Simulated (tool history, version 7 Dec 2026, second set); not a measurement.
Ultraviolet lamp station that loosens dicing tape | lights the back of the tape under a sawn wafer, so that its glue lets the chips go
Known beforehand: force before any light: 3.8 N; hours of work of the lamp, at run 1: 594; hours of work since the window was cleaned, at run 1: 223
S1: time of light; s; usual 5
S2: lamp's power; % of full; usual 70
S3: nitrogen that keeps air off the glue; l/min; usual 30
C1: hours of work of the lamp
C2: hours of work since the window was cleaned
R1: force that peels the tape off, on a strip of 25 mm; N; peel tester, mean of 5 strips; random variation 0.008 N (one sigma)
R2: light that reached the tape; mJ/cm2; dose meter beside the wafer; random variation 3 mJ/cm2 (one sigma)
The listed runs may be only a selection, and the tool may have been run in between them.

run,hour,S1,S2,S3,C1,C2,R1,R2
1,0,5,70,30,594,223,0.755,277
2,65.8,5,70,30,624,253,0.775,270
3,123,5,70,30,651,280,0.809,258
# hour 201.9: lamp changed
4,204.7,5,89,30,1,317,0.22,521
# hour 256.2: window cleaned of glue's vapour
5,256.2,5,89,30,25,0,0.249,493
6,343.6,5,70,30,65,40,0.44,376
7,414.2,5,70,30,97,73,0.45,366
8,496,5,70,30,135,110,0.479,356
# hour 563.8: window cleaned of glue's vapour, once more
9,576.7,5,70,30,172,6,0.404,393
10,625.7,5,70,30,194,28,0.386,382
11,670.7,3,70,30,215,49,0.958,225
12,752.5,5,70,30,253,87,0.464,368
13,841.1,5,70,30,293,127,0.492,353
14,893.2,5,70,30,317,151,0.512,351
15,943.1,5,70,30,340,174,0.505,338
16,993.4,5,70,30,363,197,0.542,338
17,1052.8,5,70,30,391,225,0.576,324
18,1140.2,5,70,30,431,265,0.618,314
19,1201.6,5,70,30,459,293,0.642,306
20,1242.2,5,70,30,478,312,0.65,299
# hour 1302.1: window cleaned of glue's vapour
21,1302.1,5,70,30,505,0,0.627,314
22,1383.1,3,83,30,542,37,1.077,215
23,1465.4,5,71,30,580,75,0.681,291
24,1549.8,4,66,30,619,114,1.08,205
25,1637.6,4,63,13,659,154,1.635,189
26,1675.9,5,63,29,677,172,0.952,232
# hour 1694: lamp changed
27,1727.8,5,63,29,16,195,0.46,375
28,1821.1,5,63,29,58,238,0.468,359
29,1881.7,5,63,29,86,266,0.513,354
30,1939.1,5,68,29,113,292,0.458,369
31,2014.7,2,67,29,147,327,1.664,142
# hour 2048.1: window cleaned of glue's vapour
32,2071.4,4,65,57,173,11,0.541,286
33,2128.1,5,78,29,199,37,0.341,424
34,2196.2,5,70,35,231,68,0.38,375
35,2255.6,5,76,30,258,95,0.403,397
36,2314.7,5,76,30,285,123,0.416,388
37,2380.7,5,76,30,315,153,0.422,378
38,2437.7,9,79,37,342,179,0.106,693
39,2532,9,81,37,385,222,0.109,679
40,2570.9,9,69,10,403,240,0.424,566
41,2662.4,4,71,11,445,282,1.313,251
42,2719.5,4,73,27,471,309,0.919,249

Hidden state or all else? Some run-to-run changes of R1, split into what the settings, what came in and random variation would give without the hidden state, and what is left for the hidden state (with any gauge scatter that isn't in both results):
The tool's hidden condition here consists of: lamp's light, % of a new lamp's; light that the window lets through, % of a clean one's; drift of the gauge itself on peel_n, %; drift of the gauge itself on dose_mj_cm2, %.
Run 3 -> 4: S2 70 -> 89, lamp changed. R1 -0.589 N: hidden state -0.462, all else -0.127.
Run 26 -> 27: lamp changed. R1 -0.492 N: hidden state -0.508, all else +0.016.
Run 30 -> 31: S1 5 -> 2, S2 68 -> 67. R1 +1.206 N: hidden state +0.118, all else +1.088.
Run 31 -> 32: S1 2 -> 4, S2 67 -> 65, S3 29 -> 57, window cleaned of glue's vapour. R1 -1.123 N: hidden state -0.113, all else -1.01.
Run 40 -> 41: S1 9 -> 4, S2 69 -> 71, S3 10 -> 11. R1 +0.889 N: hidden state +0.259, all else +0.63.
